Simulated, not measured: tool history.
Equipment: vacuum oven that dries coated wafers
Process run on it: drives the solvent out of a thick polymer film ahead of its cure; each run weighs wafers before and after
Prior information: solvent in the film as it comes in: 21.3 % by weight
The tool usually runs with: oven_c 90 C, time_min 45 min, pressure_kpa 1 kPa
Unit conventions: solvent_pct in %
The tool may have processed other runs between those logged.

run   hour  oven_c  time_min  pressure_kpa  solvent_pct
  1      0      90        45             1         1.41
  2    6.3      90        45           0.8          1.4
  3   19.2      90        45           0.8          1.3
  4   28.1      90        32             1         2.68
  5   37.5      90        45             1         1.42
  6   46.6      90        45             1         1.53
  7   58.4      90        45             1         1.45
  8   64.2      90        60             1         0.83
  9   73.6      90        60             1         0.95
 10   82.3      99        45             1         0.52
 11   89.3      99        45             1         0.48
 12   98.2      90        45             1         1.48
       101  -- vacuum gauge cleaned of residue and calibrated
 13  106.6      90        45             1         1.52
 14  114.9      96        60          1.08         0.48
 15  122.8      84        23          1.11         7.08
 16  131.4      97        44          0.51         0.42
 17  141.8      97        44          0.51          0.4
 18    153      97        44          0.51         0.38
 19  160.6      90        25             1         3.95
 20  170.1      81        25          0.69         7.95
     174.7  -- vacuum gauge cleaned of residue and calibrated, once more
 21  179.9      78        45          2.07         6.21
 22  189.8      95        45             1         0.64
 23  199.3      95        45             1         0.73
 24  211.4      81        53             1         3.48
 25    218      81        53             1         3.41

Results for each run, recomputed without the tool's hidden state and with each run's random variation untouched:
Hidden state present: true wafer temperature over the reading, C; true pressure over the reading, kPa; drift of the gauge itself on solvent_pct, %.
run  solvent_pct
  1         1.34
  2         1.32
  3         1.22
  4          2.6
  5         1.34
  6         1.45
  7         1.36
  8         0.75
  9         0.86
 10         0.46
 11         0.42
 12         1.39
 13         1.37
 14         0.37
 15         6.91
 16         0.31
 17         0.29
 18         0.27
 19         3.77
 20         7.74
 21         6.11
 22         0.62
 23         0.71
 24         3.39
 25         3.32
